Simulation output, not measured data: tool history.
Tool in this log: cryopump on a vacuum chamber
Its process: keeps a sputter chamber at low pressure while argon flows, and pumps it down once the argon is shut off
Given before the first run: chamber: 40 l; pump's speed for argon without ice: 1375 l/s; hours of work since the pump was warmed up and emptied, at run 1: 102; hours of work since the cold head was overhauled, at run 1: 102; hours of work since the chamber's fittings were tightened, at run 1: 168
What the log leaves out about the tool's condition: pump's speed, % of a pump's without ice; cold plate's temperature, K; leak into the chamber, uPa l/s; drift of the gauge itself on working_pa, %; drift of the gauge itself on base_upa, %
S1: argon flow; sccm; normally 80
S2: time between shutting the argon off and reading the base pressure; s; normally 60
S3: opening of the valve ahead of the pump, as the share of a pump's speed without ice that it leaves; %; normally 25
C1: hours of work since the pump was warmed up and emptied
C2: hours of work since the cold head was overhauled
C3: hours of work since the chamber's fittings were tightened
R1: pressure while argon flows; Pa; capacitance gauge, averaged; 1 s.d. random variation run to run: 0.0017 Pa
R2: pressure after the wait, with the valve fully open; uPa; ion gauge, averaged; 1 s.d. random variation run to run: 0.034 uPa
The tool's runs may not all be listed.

Run 1, hour 0.0: usual settings; C1 102; C2 102; C3 168. Result: R1 0.3982 Pa, R2 2.05 uPa.
Run 2, hour 18.8: usual settings; C1 116; C2 116; C3 182. Result: R1 0.3996 Pa, R2 2.15 uPa.
Run 3, hour 48.5: usual settings; C1 138; C2 138; C3 205. Result: R1 0.4011 Pa, R2 2.22 uPa.
Run 4, hour 64.7: usual settings but S1 49 sccm; C1 151; C2 151; C3 217. Result: R1 0.2446 Pa, R2 2.21 uPa.
Run 5, hour 80.4: usual settings but S1 60 sccm; C1 162; C2 162; C3 229. Result: R1 0.3012 Pa, R2 2.26 uPa.
Run 6, hour 105.5: usual settings but S1 44 sccm; C1 181; C2 181; C3 248. Result: R1 0.2209 Pa, R2 2.29 uPa.
Run 7, hour 120.2: usual settings but S1 44 sccm; C1 192; C2 192; C3 259. Result: R1 0.2214 Pa, R2 2.26 uPa.
Run 8, hour 153.2: usual settings; C1 217; C2 217; C3 283. Result: R1 0.4023 Pa, R2 2.26 uPa.
Run 9, hour 180.6: usual settings; C1 238; C2 238; C3 304. Result: R1 0.4028 Pa, R2 2.32 uPa.
Run 10, hour 200.2: usual settings; C1 252; C2 252; C3 319. Result: R1 0.4069 Pa, R2 2.41 uPa.
Run 11, hour 216.4: usual settings; C1 264; C2 264; C3 331. Result: R1 0.4065 Pa, R2 2.42 uPa.
Run 12, hour 236.5: usual settings but S1 44 sccm, S2 105 s, S3 56 %; C1 280; C2 280; C3 346. Result: R1 0.1040 Pa, R2 1.74 uPa.
Run 13, hour 266.2: usual settings but S1 70 sccm, S2 78 s, S3 35 %; C1 302; C2 302; C3 368. Result: R1 0.2566 Pa, R2 2.13 uPa.
Run 14, hour 293.2: usual settings but S1 59 sccm, S2 147 s, S3 35 %; C1 322; C2 322; C3 388. Result: R1 0.2196 Pa, R2 1.59 uPa.
Run 15, hour 307.0: usual settings but S1 89 sccm, S2 95 s, S3 29 %; C1 332; C2 332; C3 399. Result: R1 0.3950 Pa, R2 1.98 uPa.
Run 16, hour 340.0: usual settings but S1 89 sccm, S2 95 s; C1 357; C2 357; C3 423. Result: R1 0.4552 Pa, R2 2.05 uPa.
Run 17, hour 362.6: usual settings but S1 89 sccm, S2 95 s; C1 374; C2 374; C3 440. Result: R1 0.4571 Pa, R2 2.04 uPa.
Run 18, hour 380.8: usual settings but S1 74 sccm, S2 61 s, S3 50 %; C1 388; C2 388; C3 454. Result: R1 0.1971 Pa, R2 2.62 uPa.
Run 19, hour 399.2: usual settings but S1 159 sccm, S2 22 s, S3 20 %; C1 402; C2 402; C3 468. Result: R1 1.0243 Pa, R2 5.52 uPa.
Run 20, hour 426.9: usual settings but S1 91 sccm, S2 204 s, S3 38 %; C1 422; C2 422; C3 489. Result: R1 0.3176 Pa, R2 1.67 uPa.
Run 21, hour 444.1: usual settings but S1 157 sccm; C1 435; C2 435; C3 502. Result: R1 0.8142 Pa, R2 2.81 uPa.
Run 22, hour 464.5: usual settings but S1 157 sccm, S2 27 s, S3 22 %; C1 451; C2 451; C3 517. Result: R1 0.9149 Pa, R2 4.84 uPa.

Consider 4 possible next runs. They are alternatives, not a sequence: every one starts from the tool as it was left by run 22. What does each give?
Run A, hour 484.3: usual settings but S2 280 s; C1 465; C2 465; C3 532. Result: R1 ?, R2 ?.
Run B, hour 484.3: usual settings but S1 100 sccm; C1 465; C2 465; C3 532. Result: R1 ?, R2 ?.
Run C, hour 484.3: usual settings but S1 157 sccm, S2 44 s, S3 22 %; C1 465; C2 465; C3 532. Result: R1 ?, R2 ?.
Run D, hour 484.3: usual settings but S1 157 sccm, S2 148 s, S3 22 %; C1 465; C2 465; C3 532. Result: R1 ?, R2 ?.

run      R1    R2
  A  0.4174  1.61
  B  0.5221  2.86
  C  0.9217  3.47
  D  0.9241  1.90
Without the tool's hidden state the same runs would have given:
run      R1    R2
  A  0.3939  0.57
  B  0.4927  1.83
  C  0.8758  2.44
  D  0.8780  0.86
